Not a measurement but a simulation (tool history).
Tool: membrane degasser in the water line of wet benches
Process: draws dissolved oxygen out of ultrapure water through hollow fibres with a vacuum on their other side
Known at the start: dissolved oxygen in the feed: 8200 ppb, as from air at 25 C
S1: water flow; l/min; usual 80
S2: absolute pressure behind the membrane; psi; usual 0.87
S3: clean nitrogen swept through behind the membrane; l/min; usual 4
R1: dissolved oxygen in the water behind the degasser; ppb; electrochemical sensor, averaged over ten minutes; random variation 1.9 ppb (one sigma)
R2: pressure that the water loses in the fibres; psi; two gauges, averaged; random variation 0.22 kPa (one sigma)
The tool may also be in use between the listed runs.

run,day,S1,S2,S3,R1,R2
1,0,80,0.87,4,215.3,8.305
# day 4.604: vacuum gauge calibrated
2,6.154,80,0.87,4,202.4,8.324
3,11.35,80,0.87,4,205.6,8.328
4,16.8,80,0.87,4,207.2,8.277
5,22.592,80,0.87,4,202,8.369
6,30.25,95,0.87,4,296.1,9.867
7,38.475,95,0.87,4,299.9,9.902
8,43.5,95,0.87,4,299.4,9.948
# day 48.95: seals of the vacuum lines changed
9,49.079,95,0.87,4,306.4,9.918
10,53.229,80,0.87,4,207.1,8.338
11,57.917,80,0.87,4,205,8.382
12,62.217,80,0.87,4,204.9,8.39
13,66.629,80,0.569,4,120.2,8.392
14,71.6,80,0.569,4,120.6,8.345
15,77.371,80,0.87,4,209.3,8.344
16,83.7,80,1.437,3.42,409.4,8.36
17,91.1,80,1.437,3.42,409.3,8.475
18,99.067,80,1.437,3.42,413.9,8.435
19,106.846,80,1.437,3.42,418.4,8.446
20,115.029,128,1.437,4.11,796.9,13.503
21,122.175,115,1.458,3.44,738.5,12.089
22,129.233,115,1.458,3.44,751.4,12.076
23,134.042,84,1.458,8.15,268.7,8.811
24,140.029,84,1.458,8.15,268.6,8.872
25,145.733,57,0.954,4,131.1,6.036
26,152.429,51,1.616,4,244.5,5.4
27,157.096,58,0.938,5.03,111.1,6.174
28,163.442,71,0.873,8.39,113.2,7.49
29,169.004,125,0.873,5.54,511.8,13.203

4 ways to go on from here, each from the tool as it stands after run 29. What would each give?
A,172.867,50,1.771,3.53,?,?
B,172.867,97,1.865,9.05,?,?
C,172.867,80,0.835,4,?,?
D,172.867,71,0.87,4,?,?

run,R1,R2
A,305.4,5.282
B,406.4,10.241
C,210,8.461
D,169.8,7.552
Without the tool's hidden state the same runs would have given:
run,R1,R2
A,295.1,5.005
B,369.2,9.706
C,181.1,8.019
D,148.6,7.159

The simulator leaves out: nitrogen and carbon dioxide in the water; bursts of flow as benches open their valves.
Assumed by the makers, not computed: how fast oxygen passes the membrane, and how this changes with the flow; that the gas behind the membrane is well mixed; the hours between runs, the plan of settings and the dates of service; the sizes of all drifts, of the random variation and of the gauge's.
